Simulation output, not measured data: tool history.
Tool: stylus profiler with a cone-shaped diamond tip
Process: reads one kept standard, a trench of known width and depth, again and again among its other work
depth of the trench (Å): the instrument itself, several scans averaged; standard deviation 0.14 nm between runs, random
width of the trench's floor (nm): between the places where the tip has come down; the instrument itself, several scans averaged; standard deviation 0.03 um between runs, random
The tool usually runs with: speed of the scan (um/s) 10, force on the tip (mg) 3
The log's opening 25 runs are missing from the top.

run    hour  speed of the scan (um/s)  force on the tip (mg)  depth of the trench (Å)  width of the trench's floor (nm)
 26     989                        11                   8.85                   5144.3                             16390
 27  1023.1                        11                   1.33                   5048.7                             16350
 28  1052.1                        15                   2.49                   5064.6                             16390
 29    1105                         6                    7.9                   5133.9                             16400
 30  1150.3                         6                    7.9                   5136.2                             16440
 31  1201.9                        16                   4.45                   5094.5                             16320
 32    1243                         5                   3.04                   5077.6                             16310
 33  1279.1                         5                   3.04                   5077.4                             16330
 34  1312.4                         5                   3.04                   5076.2                             16320
 35  1337.6                        36                   2.91                   5075.8                             16240
 36  1372.7                         8                   2.91                     5077                             16280
 37    1432                         2                   2.91                   5076.9                             16330
 38  1485.6                         5                    3.1                   5078.1                             16330
 39  1528.9                         9                    7.2                   5133.1                             16270
 40  1573.3                         9                    7.2                     5132                             16280
 41  1627.4                         9                    7.2                   5133.3                             16290
 42  1679.7                         4                      3                   5081.5                             16310
 43  1708.3                         4                      3                   5082.4                             16300
 44  1753.3                         3                   4.41                   5100.6                             16290
 45  1792.1                         3                   4.41                   5099.1                             16240
 46  1825.6                        10                   6.92                   5131.2                             16250

Here are 3 independent what-if runs from the current tool condition. What would each one return?
  A  1872.1                         3                   3.68                        ?                                 ?
  B  1872.1                         4                      3                        ?                                 ?
  C  1872.1                         5                   8.12                        ?                                 ?

run  depth of the trench (Å)  width of the trench's floor (nm)
  A                     5093                             16270
  B                   5080.2                             16290
  C                   5147.2                             16270
With the hidden condition removed and each run's random variation left untouched, the same runs would have given:
run  depth of the trench (Å)  width of the trench's floor (nm)
  A                   5076.8                             17000
  B                   5064.1                             17020
  C                   5130.8                             17000
